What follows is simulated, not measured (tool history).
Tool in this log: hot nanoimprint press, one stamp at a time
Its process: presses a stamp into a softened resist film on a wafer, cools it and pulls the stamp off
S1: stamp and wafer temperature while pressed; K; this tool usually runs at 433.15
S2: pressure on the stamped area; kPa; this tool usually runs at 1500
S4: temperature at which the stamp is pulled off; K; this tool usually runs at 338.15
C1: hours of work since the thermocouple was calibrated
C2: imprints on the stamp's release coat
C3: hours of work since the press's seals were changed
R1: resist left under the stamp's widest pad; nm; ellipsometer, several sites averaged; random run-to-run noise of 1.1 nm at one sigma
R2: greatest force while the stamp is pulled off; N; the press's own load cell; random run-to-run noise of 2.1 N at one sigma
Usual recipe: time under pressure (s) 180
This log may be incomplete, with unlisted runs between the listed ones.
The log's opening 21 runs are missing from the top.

Run 22, hour 126.5: usual settings but S1 439.15 K, S2 2150 kPa, time under pressure (s) 227, S4 344.15 K; C1 336; C2 1757; C3 156. Result: R1 96.6 nm, R2 122 N.
Run 23, hour 131.8: usual settings but S1 439.15 K, S2 2150 kPa, time under pressure (s) 227, S4 344.15 K; C1 339; C2 1769; C3 159. Result: R1 95.9 nm, R2 122 N.
Run 24, hour 139.8: usual settings but S1 436.15 K, S2 1250 kPa, time under pressure (s) 114; C1 343; C2 1788; C3 163. Result: R1 190.0 nm, R2 140 N.
Run 25, hour 145.9: usual settings but S1 436.15 K, S2 1250 kPa, time under pressure (s) 114; C1 346; C2 1802; C3 166. Result: R1 189.5 nm, R2 144 N.
Run 26, hour 152.7: usual settings but S2 920 kPa, S4 335.15 K; C1 350; C2 1817; C3 170. Result: R1 211.5 nm, R2 155 N.
Run 27, hour 158.4: usual settings but S2 920 kPa, S4 335.15 K; C1 353; C2 1830; C3 173. Result: R1 210.9 nm, R2 156 N.
At hour 165.1: stamp cleaned and given a new release coat.
Run 28, hour 171.2: usual settings but S1 428.15 K, S2 1570 kPa, time under pressure (s) 208, S4 329.15 K; C1 356; C2 14; C3 176. Result: R1 204.3 nm, R2 113 N.
Run 29, hour 175.3: usual settings but S1 428.15 K, S2 1570 kPa, time under pressure (s) 157, S4 329.15 K; C1 358; C2 23; C3 178. Result: R1 224.8 nm, R2 115 N.
Run 30, hour 182.4: usual settings but S1 428.15 K, S2 1570 kPa, time under pressure (s) 157, S4 329.15 K; C1 362; C2 40; C3 182. Result: R1 223.8 nm, R2 114 N.

Consider 3 possible next runs. They are alternatives, not a sequence: every one starts from the tool as it was left by run 30. What does each give?
Run A, hour 186.2: usual settings but S2 1330 kPa; C1 364; C2 48; C3 184. Result: R1 ?, R2 ?.
Run B, hour 186.2: usual settings but S1 429.15 K, time under pressure (s) 169; C1 364; C2 48; C3 184. Result: R1 ?, R2 ?.
Run C, hour 186.2: usual settings but S1 441.15 K; C1 364; C2 48; C3 184. Result: R1 ?, R2 ?.

run     R1  R2
  A  181.1  95
  B  214.3  94
  C  116.9  94
Stripped of hidden state, with their random variation kept, the same runs would have yielded:
run     R1  R2
  A  174.8  93
  B  207.3  92
  C  112.6  91

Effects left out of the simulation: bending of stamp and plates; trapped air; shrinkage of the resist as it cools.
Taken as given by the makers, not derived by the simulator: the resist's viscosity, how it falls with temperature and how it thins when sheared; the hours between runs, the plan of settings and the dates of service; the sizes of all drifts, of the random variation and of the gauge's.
